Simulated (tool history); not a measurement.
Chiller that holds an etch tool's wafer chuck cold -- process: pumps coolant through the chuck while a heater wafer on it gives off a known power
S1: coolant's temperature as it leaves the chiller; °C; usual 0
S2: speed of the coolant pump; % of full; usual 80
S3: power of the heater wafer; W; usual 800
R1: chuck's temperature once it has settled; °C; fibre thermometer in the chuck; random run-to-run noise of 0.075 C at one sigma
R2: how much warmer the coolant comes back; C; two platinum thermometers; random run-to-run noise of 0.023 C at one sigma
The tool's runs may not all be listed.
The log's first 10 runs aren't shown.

run    hour  S1  S2    S3     R1    R2
 11   579.3   0  80   800   6.61  2.55
 12   658.7   6  80   800  12.67  2.55
 13   693.5   6  80   800   12.5  2.55
 14   771.9   6  80   800  12.58  2.53
 15     819   6  80   800  12.63  2.56
 16   888.1   6  80   800  12.68  2.53
      921.5  -- chiller's thermometer calibrated
 17   964.4   1  80   800   7.81  2.58
 18  1006.4  -4  71   462   0.16  1.68
 19  1069.6  -4  71   462    0.2  1.67
 20  1124.2   0  60   621   6.66  2.62
 21  1169.6   0  80   800    6.9  2.59
 22  1250.9   0  80   800   6.85  2.57
 23  1304.1  -7  85   800  -0.25  2.45
 24  1374.5  -7  85   800  -0.41  2.44
 25    1456   8  96   800  14.06  2.16
 26  1535.7   8  96   800  14.01  2.14
 27    1613   8  94   800  14.22  2.24
 28  1668.5   8  88  1180  17.53  3.51
 29  1710.6   8  88  1180  17.69  3.48
 30  1771.7  -4  60   735   4.05   3.2
 31    1840  -4  60   735   3.96  3.22

Alternative continuations, all from the tool just after run 31; predict every row:
  A  1902   0  68  469   ?   ?
  B  1902   0  80  977   ?   ?
  C  1902   0  80  684   ?   ?
  D  1902   0  80  558   ?   ?

run    R1    R2
  A  4.59  1.74
  B  8.76  3.19
  C  5.94  2.22
  D  4.85   1.8
With no hidden state in the tool, these same runs would have given:
run    R1    R2
  A  3.96  1.61
  B  7.42  2.96
  C  5.06  2.06
  D  4.16  1.67

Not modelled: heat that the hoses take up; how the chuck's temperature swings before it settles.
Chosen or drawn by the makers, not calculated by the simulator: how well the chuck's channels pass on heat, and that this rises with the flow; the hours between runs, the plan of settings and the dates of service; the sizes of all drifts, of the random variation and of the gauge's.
